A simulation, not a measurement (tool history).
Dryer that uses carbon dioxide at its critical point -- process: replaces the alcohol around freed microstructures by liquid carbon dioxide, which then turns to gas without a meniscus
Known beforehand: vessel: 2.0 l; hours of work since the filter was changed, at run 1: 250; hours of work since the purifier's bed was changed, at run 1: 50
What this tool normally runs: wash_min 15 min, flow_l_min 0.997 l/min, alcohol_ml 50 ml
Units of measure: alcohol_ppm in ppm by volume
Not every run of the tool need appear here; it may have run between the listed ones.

run	hour	wash_min	flow_l_min	alcohol_ml	hours of work since the filter was changed	hours of work since the purifier's bed was changed	alcohol_ppm
1	0.0	15	0.997	50	250	50	192
2	11.4	15	0.997	50	256	55	196
3	23.4	15	0.997	50	261	60	198
4	34.7	15	0.997	50	266	66	201
5	45.0	15	0.997	25	271	70	114
6	57.6	11	0.997	25	276	76	365
7	69.4	11	0.997	25	282	81	355
8	77.8	17	0.997	25	285	85	65
9	86.0	17	0.997	25	289	89	71
10	95.8	15	1.375	50	293	93	49
11	105.0	15	0.997	50	298	97	216
12	112.2	15	0.997	50	301	100	205
13	120.8	15	1.478	50	305	104	35
14	134.2	15	1.478	50	311	110	37
15	140.6	15	1.478	50	313	113	47
16	147.8	15	1.478	50	317	116	38
17	156.8	11	0.897	55	321	120	1169
18	170.4	15	1.509	52	327	126	39
19	182.8	17	0.997	50	332	132	132
20	195.6	12	0.885	50	338	138	902
21	206.1	23	1.451	47	343	142	25
22	215.0	12	0.623	50	347	146	2444
23	223.7	14	0.904	50	351	150	467
24	231.8	12	1.673	85	354	154	94
25	238.6	12	1.673	85	357	157	87
26	245.1	12	1.673	85	360	160	96
27	256.2	16	1.673	85	365	165	34
# hour 260.9: inlet filter changed
28	262.9	16	1.673	85	1	167	33
29	270.1	16	1.673	85	4	171	25
30	276.3	11	0.885	35	7	173	532

Each row is a separate what-if for the run after 30, all from the same tool condition, not one after another. Results?
A	285.9	14	0.787	36	11	178	?
B	285.9	17	0.922	51	11	178	?
C	285.9	17	0.904	28	11	178	?
D	285.9	15	0.617	50	11	178	?
E	285.9	11	1.336	35	11	178	?

run	alcohol_ppm
A	359
B	121
C	84
D	946
E	103
Without the tool's unlogged condition, the same runs would have read:
run	alcohol_ppm
A	321
B	92
C	57
D	889
E	75
